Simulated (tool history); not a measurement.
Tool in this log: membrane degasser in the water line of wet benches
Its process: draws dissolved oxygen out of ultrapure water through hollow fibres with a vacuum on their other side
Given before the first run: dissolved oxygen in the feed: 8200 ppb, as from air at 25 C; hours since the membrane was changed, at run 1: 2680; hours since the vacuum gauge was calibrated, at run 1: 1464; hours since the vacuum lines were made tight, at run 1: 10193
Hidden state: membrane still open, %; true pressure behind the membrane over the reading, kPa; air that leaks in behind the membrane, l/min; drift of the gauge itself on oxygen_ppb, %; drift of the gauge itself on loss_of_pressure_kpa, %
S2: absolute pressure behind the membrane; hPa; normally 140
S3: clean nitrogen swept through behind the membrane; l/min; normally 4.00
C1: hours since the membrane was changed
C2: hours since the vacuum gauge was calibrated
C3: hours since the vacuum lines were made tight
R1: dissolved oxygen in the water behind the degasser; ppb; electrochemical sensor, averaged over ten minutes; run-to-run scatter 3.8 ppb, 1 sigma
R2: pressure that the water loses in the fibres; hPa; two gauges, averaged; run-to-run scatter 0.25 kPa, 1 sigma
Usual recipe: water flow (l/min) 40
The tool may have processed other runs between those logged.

Run 1, day 0.000: usual settings; C1 2680; C2 1464; C3 10193. Result: R1 376.4 ppb, R2 664.0 hPa.
Run 2, day 4.450: usual settings; C1 2786; C2 1571; C3 10299. Result: R1 380.4 ppb, R2 660.1 hPa.
Run 3, day 8.250: usual settings; C1 2878; C2 1662; C3 10390. Result: R1 378.9 ppb, R2 666.8 hPa.
Run 4, day 15.612: usual settings; C1 3054; C2 1839; C3 10567. Result: R1 382.5 ppb, R2 661.9 hPa.
Run 5, day 19.192: usual settings but S2 276 hPa; C1 3140; C2 1925; C3 10653. Result: R1 653.2 ppb, R2 666.8 hPa.
Run 6, day 22.925: usual settings; C1 3230; C2 2014; C3 10743. Result: R1 379.6 ppb, R2 663.6 hPa.
Run 7, day 28.808: usual settings; C1 3371; C2 2155; C3 10884. Result: R1 379.0 ppb, R2 662.0 hPa.
Run 8, day 32.562: usual settings but water flow (l/min) 33, S2 174 hPa, S3 2.42 l/min; C1 3461; C2 2245; C3 10974. Result: R1 517.0 ppb, R2 552.8 hPa.
Run 9, day 40.267: usual settings but S2 142 hPa, S3 3.64 l/min; C1 3646; C2 2430; C3 11159. Result: R1 409.4 ppb, R2 668.4 hPa.
Run 10, day 45.158: usual settings but water flow (l/min) 51, S2 219 hPa; C1 3763; C2 2548; C3 11276. Result: R1 703.1 ppb, R2 853.4 hPa.
Run 11, day 50.388: usual settings but water flow (l/min) 51, S2 219 hPa; C1 3889; C2 2673; C3 11402. Result: R1 698.8 ppb, R2 853.9 hPa.
Run 12, day 54.488: usual settings but water flow (l/min) 39, S2 150 hPa; C1 3987; C2 2772; C3 11500. Result: R1 393.0 ppb, R2 651.7 hPa.
Run 13, day 60.775: usual settings but water flow (l/min) 39, S2 103 hPa, S3 1.94 l/min; C1 4138; C2 2923; C3 11651. Result: R1 428.7 ppb, R2 653.2 hPa.

Here are 3 independent what-if runs from the current tool condition. What would each one return?
Run A, day 67.246: usual settings but water flow (l/min) 33, S2 108 hPa, S3 3.60 l/min; C1 4294; C2 3078; C3 11806. Result: R1 ?, R2 ?.
Run B, day 67.246: usual settings but S2 330 hPa, S3 8.96 l/min; C1 4294; C2 3078; C3 11806. Result: R1 ?, R2 ?.
Run C, day 67.246: usual settings but water flow (l/min) 39, S2 187 hPa, S3 1.71 l/min; C1 4294; C2 3078; C3 11806. Result: R1 ?, R2 ?.

run     R1     R2
  A  256.3  553.2
  B  443.7  668.2
  C  835.2  651.2
With the hidden condition removed and each run's random variation left untouched, the same runs would have given:
run     R1     R2
  A  256.2  548.3
  B  443.5  662.3
  C  835.0  645.4

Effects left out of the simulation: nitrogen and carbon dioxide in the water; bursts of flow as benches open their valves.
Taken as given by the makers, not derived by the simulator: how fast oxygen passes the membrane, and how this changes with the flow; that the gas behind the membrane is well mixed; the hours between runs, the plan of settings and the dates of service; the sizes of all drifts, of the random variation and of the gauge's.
